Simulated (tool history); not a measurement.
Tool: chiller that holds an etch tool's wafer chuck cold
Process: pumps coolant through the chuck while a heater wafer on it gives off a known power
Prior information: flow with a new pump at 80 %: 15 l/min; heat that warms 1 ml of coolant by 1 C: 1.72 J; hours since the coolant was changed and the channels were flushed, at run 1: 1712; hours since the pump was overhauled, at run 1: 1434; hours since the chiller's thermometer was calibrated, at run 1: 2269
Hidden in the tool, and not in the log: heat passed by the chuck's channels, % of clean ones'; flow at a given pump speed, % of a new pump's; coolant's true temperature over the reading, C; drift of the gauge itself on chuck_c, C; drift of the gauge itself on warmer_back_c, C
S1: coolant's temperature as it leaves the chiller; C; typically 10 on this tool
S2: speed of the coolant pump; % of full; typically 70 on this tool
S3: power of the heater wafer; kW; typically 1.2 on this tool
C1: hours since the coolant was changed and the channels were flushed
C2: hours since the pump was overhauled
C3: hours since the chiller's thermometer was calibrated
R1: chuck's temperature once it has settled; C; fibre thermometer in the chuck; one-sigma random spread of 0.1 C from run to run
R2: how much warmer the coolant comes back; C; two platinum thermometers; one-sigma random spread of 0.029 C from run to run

run 1 hour=0 | S1=10 S2=70 S3=1.2 | C1=1712 C2=1434 C3=2269 | R1=25 R2=3.31
run 2 hour=58.1 | S1=10 S2=70 S3=1.2 | C1=1770 C2=1492 C3=2327 | R1=25.1 R2=3.28
run 3 hour=153.9 | S1=10 S2=70 S3=1.2 | C1=1866 C2=1588 C3=2423 | R1=25.2 R2=3.39
run 4 hour=241.2 | S1=10 S2=70 S3=1.2 | C1=1953 C2=1675 C3=2510 | R1=25.4 R2=3.32
-- hour=282.4 chiller's thermometer calibrated
run 5 hour=290.2 | S1=10 S2=70 S3=1.788 | C1=2001 C2=1723 C3=8 | R1=32 R2=4.98
run 6 hour=374.8 | S1=10 S2=70 S3=1.788 | C1=2086 C2=1808 C3=92 | R1=32 R2=5.01
run 7 hour=431.3 | S1=10 S2=70 S3=1.788 | C1=2143 C2=1864 C3=149 | R1=32.2 R2=4.98
run 8 hour=492.4 | S1=10 S2=70 S3=1.788 | C1=2204 C2=1925 C3=210 | R1=32.4 R2=4.98
run 9 hour=542.3 | S1=10 S2=70 S3=1.788 | C1=2254 C2=1975 C3=260 | R1=32.3 R2=4.99
run 10 hour=607.1 | S1=8 S2=70 S3=1.788 | C1=2318 C2=2040 C3=325 | R1=30.5 R2=4.99
run 11 hour=675.7 | S1=8 S2=70 S3=1.788 | C1=2387 C2=2109 C3=393 | R1=30.5 R2=5.05
run 12 hour=727.1 | S1=8 S2=70 S3=1.788 | C1=2438 C2=2160 C3=445 | R1=30.5 R2=4.94
run 13 hour=782.9 | S1=8 S2=70 S3=1.788 | C1=2494 C2=2216 C3=500 | R1=30.9 R2=5.05
run 14 hour=827 | S1=8 S2=70 S3=1.788 | C1=2538 C2=2260 C3=545 | R1=31 R2=5.03
run 15 hour=869.8 | S1=8 S2=70 S3=1.788 | C1=2581 C2=2303 C3=587 | R1=31 R2=5.06
run 16 hour=940.9 | S1=10 S2=65 S3=1.2 | C1=2652 C2=2374 C3=659 | R1=26.4 R2=3.66
run 17 hour=1036.5 | S1=10 S2=65 S3=1.2 | C1=2748 C2=2469 C3=754 | R1=26.6 R2=3.67
-- hour=1101.6 coolant changed, channels flushed
run 18 hour=1145.8 | S1=9 S2=87 S3=0.938 | C1=44 C2=2573 C3=857 | R1=18.3 R2=2.06
run 19 hour=1237.2 | S1=9 S2=64 S3=0.817 | C1=136 C2=2664 C3=949 | R1=19.1 R2=2.52
run 20 hour=1331 | S1=2 S2=64 S3=0.817 | C1=229 C2=2758 C3=1043 | R1=12.3 R2=2.55
run 21 hour=1413.3 | S1=13 S2=88 S3=1.494 | C1=312 C2=2840 C3=1125 | R1=27.9 R2=3.34
run 22 hour=1496.4 | S1=18 S2=70 S3=1.235 | C1=395 C2=2923 C3=1208 | R1=32.4 R2=3.5
run 23 hour=1569 | S1=18 S2=70 S3=1.235 | C1=467 C2=2996 C3=1281 | R1=32.6 R2=3.52
run 24 hour=1641.3 | S1=12 S2=72 S3=1.2 | C1=540 C2=3068 C3=1353 | R1=26.1 R2=3.33
run 25 hour=1721.6 | S1=10 S2=65 S3=1.699 | C1=620 C2=3148 C3=1433 | R1=31.2 R2=5.25
run 26 hour=1790 | S1=10 S2=65 S3=1.699 | C1=688 C2=3217 C3=1502 | R1=31.3 R2=5.18
run 27 hour=1887 | S1=10 S2=73 S3=1.091 | C1=785 C2=3314 C3=1599 | R1=22.9 R2=2.96
run 28 hour=1990.9 | S1=10 S2=73 S3=1.091 | C1=889 C2=3418 C3=1703 | R1=23.2 R2=3.01
run 29 hour=2040.3 | S1=12 S2=70 S3=0.971 | C1=939 C2=3467 C3=1752 | R1=23.9 R2=2.76
run 30 hour=2094.2 | S1=18 S2=98 S3=1.487 | C1=993 C2=3521 C3=1806 | R1=32.6 R2=2.98

Forecast each of these 4 alternatives for the next run:
run A hour=2172.2 | S1=10 S2=64 S3=1.2 | C1=1071 C2=3599 C3=1884 | R1=? R2=?
run B hour=2172.2 | S1=18 S2=96 S3=1.209 | C1=1071 C2=3599 C3=1884 | R1=? R2=?
run C hour=2172.2 | S1=3 S2=68 S3=1.487 | C1=1071 C2=3599 C3=1884 | R1=? R2=?
run D hour=2172.2 | S1=18 S2=85 S3=1.487 | C1=1071 C2=3599 C3=1884 | R1=? R2=?

run=A R1=25.8 R2=3.77
run=B R1=30.4 R2=2.42
run=C R1=21.8 R2=4.39
run=D R1=34 R2=3.45
The same runs, with their run-to-run variation unchanged, on a tool lacking any hidden condition would have given:
run=A R1=23.8 R2=3.52
run=B R1=28.8 R2=2.25
run=C R1=19.6 R2=4.09
run=D R1=32 R2=3.22
